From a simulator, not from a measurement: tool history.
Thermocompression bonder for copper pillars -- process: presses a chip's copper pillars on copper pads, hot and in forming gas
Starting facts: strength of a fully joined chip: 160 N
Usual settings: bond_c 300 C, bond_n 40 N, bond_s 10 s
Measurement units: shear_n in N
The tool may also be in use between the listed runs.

{"run": 1, "hour": 0.0, "bond_c": 300, "bond_n": 40, "bond_s": 10, "shear_n": 107}
{"run": 2, "hour": 46.4, "bond_c": 300, "bond_n": 52, "bond_s": 10, "shear_n": 124.8}
{"run": 3, "hour": 75.5, "bond_c": 300, "bond_n": 52, "bond_s": 10, "shear_n": 124.8}
{"run": 4, "hour": 115.3, "bond_c": 300, "bond_n": 52, "bond_s": 10, "shear_n": 124.5}
{"run": 5, "hour": 164.3, "bond_c": 300, "bond_n": 52, "bond_s": 10, "shear_n": 124.8}
{"hour": 175.7, "done": "heater calibrated with a thermocouple chip"}
{"run": 6, "hour": 210.0, "bond_c": 300, "bond_n": 40, "bond_s": 10, "shear_n": 106.3}
{"run": 7, "hour": 236.8, "bond_c": 300, "bond_n": 50, "bond_s": 7, "shear_n": 112.5}
{"hour": 259.2, "done": "forming gas filter changed"}
{"run": 8, "hour": 268.9, "bond_c": 306, "bond_n": 34, "bond_s": 8, "shear_n": 92.9}

The next listed run, before its measurement:
{"run": 9, "hour": 325.0, "bond_c": 271, "bond_n": 32, "bond_s": 15, "shear_n": "?"}

Run 9 gave shear_n 75.5 N.
On a tool with no hidden condition, and with the same random variation, this run would have come out at shear_n 76 N.
